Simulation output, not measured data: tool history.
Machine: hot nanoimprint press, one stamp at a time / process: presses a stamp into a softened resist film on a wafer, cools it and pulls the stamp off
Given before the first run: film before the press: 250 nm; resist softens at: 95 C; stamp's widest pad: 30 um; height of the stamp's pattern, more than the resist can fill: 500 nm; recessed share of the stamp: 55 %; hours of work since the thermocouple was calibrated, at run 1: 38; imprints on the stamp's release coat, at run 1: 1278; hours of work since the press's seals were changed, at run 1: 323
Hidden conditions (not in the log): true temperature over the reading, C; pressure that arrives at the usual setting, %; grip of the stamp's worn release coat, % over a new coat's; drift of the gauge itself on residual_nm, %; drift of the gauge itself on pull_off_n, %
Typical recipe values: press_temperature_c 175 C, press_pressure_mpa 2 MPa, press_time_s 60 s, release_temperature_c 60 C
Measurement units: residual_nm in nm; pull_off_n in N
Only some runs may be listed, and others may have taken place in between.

run    hour  press_temperature_c  press_pressure_mpa  press_time_s  release_temperature_c  hours of work since the thermocouple was calibrated  imprints on the stamp's release coat  hours of work since the press's seals were changed  residual_nm  pull_off_n
  1       0                  175                   2            60                     60                                                   38                                  1278                                                 323          114         253
  2    38.5                  175                   2            60                     60                                                   58                                  1355                                                 343        114.8         253
  3    87.1                  166                   2            60                     60                                                   82                                  1451                                                 367        144.5         269
  4     124                  175                   2            82                     60                                                  100                                  1524                                                 385        101.9         267
  5   174.6                  175                   2            82                     60                                                  126                                  1624                                                 411        102.2         274
  6   219.4                  175                2.64            60                     60                                                  148                                  1712                                                 433        100.7         273
  7   265.6                  175                1.78            60                     60                                                  171                                  1804                                                 456        122.2         286
  8   305.3                  175                1.54            60                     60                                                  191                                  1882                                                 476        130.3         280
  9   348.2                  175                1.54            60                     60                                                  213                                  1967                                                 498        130.3         283
 10   373.4                  175                   2            60                     60                                                  225                                  2017                                                 510        116.1         294
 11   414.9                  175                   2            60                     60                                                  246                                  2099                                                 531          117         297
 12   448.2                  175                   2            60                     60                                                  263                                  2165                                                 548        116.6         300
 13   477.2                  179                   2            60                     60                                                  277                                  2223                                                 562        105.5         306
      483.1  -- plate thermocouple calibrated
      505.2  -- stamp cleaned and given a new release coat
      519.3  -- press's hydraulic seals changed and the load cell set to zero
 14   540.6                  179                   2            60                     60                                                   22                                    54                                                  11          106         207
 15   565.3                  179                   2            60                     60                                                   34                                   103                                                  23        106.3         205
 16   598.7                  179                   2            60                     60                                                   51                                   169                                                  40        106.6         216
 17   647.6                  177                   2            60                     53                                                   75                                   266                                                  64          112         232
      655.1  -- plate thermocouple calibrated, once more
 18   704.3                  175                2.49            95                     60                                                   25                                   372                                                  91         85.6         208
 19   750.1                  175                2.49            95                     60                                                   48                                   463                                                 114         86.3         213
 20   778.9                  175                1.45            59                     51                                                   62                                   520                                                 128        132.8         238
 21   827.6                  175                1.45            59                     51                                                   86                                   616                                                 153        132.8         247
 22     877                  181                 1.3            87                     46                                                  111                                   714                                                 178        105.6         259
 23   908.4                  181                 1.3            87                     46                                                  127                                   776                                                 193        105.4         274
 24   938.1                  181                 1.3            87                     46                                                  142                                   835                                                 208        105.8         281
 25   964.2                  164                 1.3            87                     64                                                  155                                   887                                                 221        162.3         226
 26   987.7                  164                 1.3            38                     54                                                  166                                   933                                                 233        194.9         251
 27  1040.6                  175                 1.4            60                     49                                                  193                                  1038                                                 259        135.8         282
 28  1064.7                  175                 1.4            60                     49                                                  205                                  1085                                                 272          136         279
 29  1098.4                  175                 1.4            60                     49                                                  222                                  1152                                                 288        135.8         277

Consider 4 possible next runs. They are alternatives, not a sequence: every one starts from the tool as it was left by run 29. What does each give?
  A  1131.4                  175                1.99            60                     62                                                  238                                  1217                                                 305            ?           ?
  B  1131.4                  169                1.96            60                     54                                                  238                                  1217                                                 305            ?           ?
  C  1131.4                  172                   2            60                     50                                                  238                                  1217                                                 305            ?           ?
  D  1131.4                  179                2.35            78                     60                                                  238                                  1217                                                 305            ?           ?

run  residual_nm  pull_off_n
  A        116.9         241
  B        137.5         271
  C        125.6         289
  D         87.8         252
What these runs would have given with no unlogged condition in the tool:
run  residual_nm  pull_off_n
  A        113.8         188
  B          134         211
  C        122.2         225
  D         85.1         196
